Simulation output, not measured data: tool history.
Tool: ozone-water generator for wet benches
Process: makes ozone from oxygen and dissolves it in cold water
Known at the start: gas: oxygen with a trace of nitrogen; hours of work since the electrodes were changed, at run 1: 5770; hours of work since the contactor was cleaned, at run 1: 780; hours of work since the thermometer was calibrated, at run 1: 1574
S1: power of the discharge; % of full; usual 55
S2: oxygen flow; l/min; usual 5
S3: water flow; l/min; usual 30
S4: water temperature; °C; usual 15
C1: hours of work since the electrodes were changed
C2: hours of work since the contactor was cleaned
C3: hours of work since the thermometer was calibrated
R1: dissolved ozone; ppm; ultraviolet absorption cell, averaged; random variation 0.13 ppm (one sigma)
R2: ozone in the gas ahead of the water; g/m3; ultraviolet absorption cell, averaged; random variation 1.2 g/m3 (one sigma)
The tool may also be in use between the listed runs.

run    hour  S1    S2  S3  S4    C1    C2    C3    R1     R2
  1       0  55     5  30  15  5770   780  1574  14.1  208.8
  2   220.9  55     5  30  15  5930   940  1733  14.2  210.3
  3   399.3  55     5  30  15  6058  1068  1862  13.9  207.4
  4   633.7  55     5  30  15  6227  1237  2031    14  206.2
  5   827.1  55     5  30  15  6367  1377  2170  14.1  207.1
  6  1039.7  55     5  30  15  6520  1530  2323  14.2  206.9
  7  1227.9  55     5  30  15  6656  1665  2459    14  207.1
  8  1418.6  75     5  30  15  6793  1803  2596  17.7  260.5
  9  1555.6  55     5  30  20  6892  1902  2695  13.1  204.2
 10  1695.8  55  7.92  30  20  6993  2003  2796  13.5  161.2
 11  1933.8  55  7.92  30  20  7164  2174  2968  13.2  158.1
 12  2083.7  55  7.92  30  20  7273  2282  3076  13.2  158.3
 13  2229.3  62  7.92  30  20  7378  2387  3181  14.7  174.5
 14  2398.2  62  7.92  30  20  7499  2509  3303  14.5  172.8
 15  2532.6  55  2.71  30  15  7596  2606  3399  12.3  288.5
 16  2743.8  55  2.71  30  15  7748  2758  3552  12.1  284.6
 17  2977.9  66  6.54  25  19  7917  2927  3720  17.9  201.2
 18  3198.8  60  5.69  42   9  8076  3086  3880  10.6  202.2
 19  3330.6  43  4.84  29  17  8171  3181  3975  11.2  173.6
 20  3540.2  74  6.35  26  17  8323  3332  4126  19.4  222.7
 21  3668.4  69  5.96  33  19  8415  3425  4218  14.1  219.2
 22  3809.4  42  2.56  42   8  8517  3526  4320   6.8  242.8
 23  3984.6  42  2.56  42   8  8643  3653  4446   6.8    243
 24  4165.2  42  2.56  42   8  8773  3783  4576   6.5  241.8
 25  4374.7  89  6.85  30   8  8924  3934  4727  21.4  240.6
 26  4479.6  55   4.1  20  15  9000  4010  4803  19.8  227.3
       4599  -- water thermometer calibrated
 27  4600.6  55  5.33  30  15  9087  4096     1  13.7  198.1
 28    4734  50  3.09  23  10  9183  4193    97  16.4  246.6
 29  4896.3  92   6.5  25  10  9300  4310   214  25.5  252.2
 30  5063.2  92   6.5  25  10  9420  4430   335  25.7  253.5
 31  5297.1  55     5  24  15  9589  4598   503  16.7    203
 32  5472.9  66     5  30   7  9715  4725   630  16.4  228.9

The same runs without the tool's hidden state, with the same run-to-run variation:
The hidden state here: yield of the discharge, % of new electrodes'; contactor's efficiency, % of a clean one's; true water temperature over the reading, C; drift of the gauge itself on ozone_ppm, %; drift of the gauge itself on gas_g_m3, %.
run    R1     R2
  1  14.8  217.8
  2    15  219.7
  3  14.7  216.8
  4  14.9  215.9
  5    15    217
  6  15.1  217.1
  7    15  217.4
  8  19.2  277.9
  9    14  214.8
 10  14.5  169.6
 11  14.2  166.6
 12  14.3    167
 13    16  185.3
 14  15.9  183.7
 15  13.3    305
 16  13.1  301.3
 17  19.8  215.4
 18  11.7  215.6
 19  12.1  181.8
 20  21.6  240.8
 21  15.7  236.2
 22   7.4  254.4
 23   7.4  254.8
 24   7.2  253.7
 25  24.5  264.7
 26  21.9  242.8
 27  15.2  211.8
 28  18.1  262.4
 29  29.3    279
 30  29.5  280.9
 31  18.7  217.8
 32  18.6  248.9
